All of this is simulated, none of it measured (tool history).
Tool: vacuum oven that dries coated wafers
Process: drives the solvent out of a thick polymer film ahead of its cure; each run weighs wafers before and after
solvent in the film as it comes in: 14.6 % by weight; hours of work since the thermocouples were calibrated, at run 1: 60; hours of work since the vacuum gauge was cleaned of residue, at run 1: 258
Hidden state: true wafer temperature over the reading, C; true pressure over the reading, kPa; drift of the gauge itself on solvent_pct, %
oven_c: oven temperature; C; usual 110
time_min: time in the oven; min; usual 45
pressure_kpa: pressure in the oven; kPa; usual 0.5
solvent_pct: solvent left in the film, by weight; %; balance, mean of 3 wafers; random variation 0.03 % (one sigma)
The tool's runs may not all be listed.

run	hour	oven_c	time_min	pressure_kpa	hours of work since the thermocouples were calibrated	hours of work since the vacuum gauge was cleaned of residue	solvent_pct
1	0	110	45	0.5	60	258	3.72
2	25.6	110	45	0.5	72	269	3.76
3	49.9	110	45	0.5	83	280	3.74
4	83.5	110	45	0.5	98	295	3.77
5	101.9	110	45	0.5	106	304	3.82
6	121	110	45	0.5	115	312	3.81
7	154.5	110	25	0.5	130	327	6.22
8	172	110	45	0.5	138	335	3.8
9	194.8	110	31	0.5	148	345	5.39
10	225.1	110	31	0.5	162	359	5.31
11	255.8	110	45	0.5	175	373	3.82
12	275	110	45	0.5	184	382	3.82
13	307.8	110	79	0.5	199	396	1.76
14	341.1	110	45	0.5	214	411	3.85
15	355.6	99	45	0.5	220	418	6.11
16	385	99	45	0.5	233	431	6.01
17	416.7	100	45	1.086	248	445	6.17
# hour 420.4: vacuum gauge cleaned of residue and calibrated
18	436.3	117	36	0.403	256	7	3.41
19	462.3	95	36	0.403	268	19	7.62
20	490.8	95	36	0.403	280	32	7.66
# hour 495.1: vacuum gauge cleaned of residue and calibrated, once more
21	519.2	95	53	0.652	292	11	6.23
22	550.4	115	39	0.5	306	25	3.5
23	564.4	115	47	1.508	313	31	3.21
24	586.1	113	68	0.498	323	41	1.77
25	614.1	113	68	0.498	335	54	1.84
26	641.2	111	64	0.362	347	66	2.25
27	655.6	111	64	0.362	354	72	2.18
28	677.4	110	45	1.349	364	82	4.27
29	692.5	110	45	1.349	370	89	4.24
30	726.4	116	45	0.639	386	104	2.82
31	747.2	116	45	1.088	395	113	3.03
32	774.2	116	45	1.088	407	126	3.05

The same runs without the tool's hidden state, with the same run-to-run variation:
run	solvent_pct
1	3.64
2	3.68
3	3.66
4	3.68
5	3.73
6	3.71
7	6.13
8	3.69
9	5.28
10	5.2
11	3.69
12	3.7
13	1.65
14	3.7
15	5.95
16	5.84
17	6
18	3.24
19	7.43
20	7.46
21	6.1
22	3.38
23	3.08
24	1.67
25	1.73
26	2.13
27	2.06
28	4.11
29	4.08
30	2.68
31	2.88
32	2.89
